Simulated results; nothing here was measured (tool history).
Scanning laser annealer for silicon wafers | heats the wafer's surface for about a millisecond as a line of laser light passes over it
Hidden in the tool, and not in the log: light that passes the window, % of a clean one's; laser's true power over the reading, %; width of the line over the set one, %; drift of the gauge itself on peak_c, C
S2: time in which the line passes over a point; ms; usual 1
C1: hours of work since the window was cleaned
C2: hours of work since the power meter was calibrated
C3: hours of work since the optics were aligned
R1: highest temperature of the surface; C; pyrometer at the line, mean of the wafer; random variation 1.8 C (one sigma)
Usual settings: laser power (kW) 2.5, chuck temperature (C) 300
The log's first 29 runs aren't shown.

-- day=7.833 laser's power meter calibrated, once more
run 30 day=7.871 | laser_power_(kW)=2.5 S2=0.99 chuck_temperature_(C)=274 | C1=226 C2=0 C3=824 | R1=950
run 31 day=8.117 | laser_power_(kW)=2.543 S2=1 chuck_temperature_(C)=300 | C1=229 C2=3 C3=827 | R1=996
run 32 day=8.333 | laser_power_(kW)=2.5 S2=0.77 chuck_temperature_(C)=318 | C1=231 C2=5 C3=829 | R1=904
run 33 day=8.717 | laser_power_(kW)=2.182 S2=1.1 chuck_temperature_(C)=303 | C1=235 C2=9 C3=833 | R1=935
run 34 day=8.962 | laser_power_(kW)=2.306 S2=1.1 chuck_temperature_(C)=305 | C1=238 C2=11 C3=835 | R1=974
run 35 day=9.212 | laser_power_(kW)=2.306 S2=1.1 chuck_temperature_(C)=305 | C1=240 C2=14 C3=838 | R1=973
run 36 day=9.496 | laser_power_(kW)=2.33 S2=1.13 chuck_temperature_(C)=324 | C1=243 C2=17 C3=841 | R1=1009
run 37 day=9.858 | laser_power_(kW)=2.33 S2=1.13 chuck_temperature_(C)=324 | C1=247 C2=21 C3=844 | R1=1009
run 38 day=10.042 | laser_power_(kW)=2.33 S2=1.13 chuck_temperature_(C)=280 | C1=248 C2=22 C3=846 | R1=966
run 39 day=10.271 | laser_power_(kW)=2.33 S2=1.13 chuck_temperature_(C)=280 | C1=251 C2=25 C3=848 | R1=965
run 40 day=10.6 | laser_power_(kW)=2.364 S2=1.18 chuck_temperature_(C)=283 | C1=254 C2=28 C3=852 | R1=994
run 41 day=10.812 | laser_power_(kW)=2.226 S2=1.19 chuck_temperature_(C)=262 | C1=256 C2=30 C3=854 | R1=938

Forecast each of these 4 alternatives for the next run:
run A day=11.096 | laser_power_(kW)=2.621 S2=1.19 chuck_temperature_(C)=262 | C1=259 C2=33 C3=857 | R1=?
run B day=11.096 | laser_power_(kW)=2.727 S2=0.93 chuck_temperature_(C)=262 | C1=259 C2=33 C3=857 | R1=?
run C day=11.096 | laser_power_(kW)=2.71 S2=1.04 chuck_temperature_(C)=288 | C1=259 C2=33 C3=857 | R1=?
run D day=11.096 | laser_power_(kW)=2.5 S2=0.86 chuck_temperature_(C)=316 | C1=259 C2=33 C3=857 | R1=?

run=A R1=1056
run=B R1=973
run=C R1=1045
run=D R1=940
Without the tool's hidden state the same runs would have given:
run=A R1=1089
run=B R1=1003
run=C R1=1076
run=D R1=966

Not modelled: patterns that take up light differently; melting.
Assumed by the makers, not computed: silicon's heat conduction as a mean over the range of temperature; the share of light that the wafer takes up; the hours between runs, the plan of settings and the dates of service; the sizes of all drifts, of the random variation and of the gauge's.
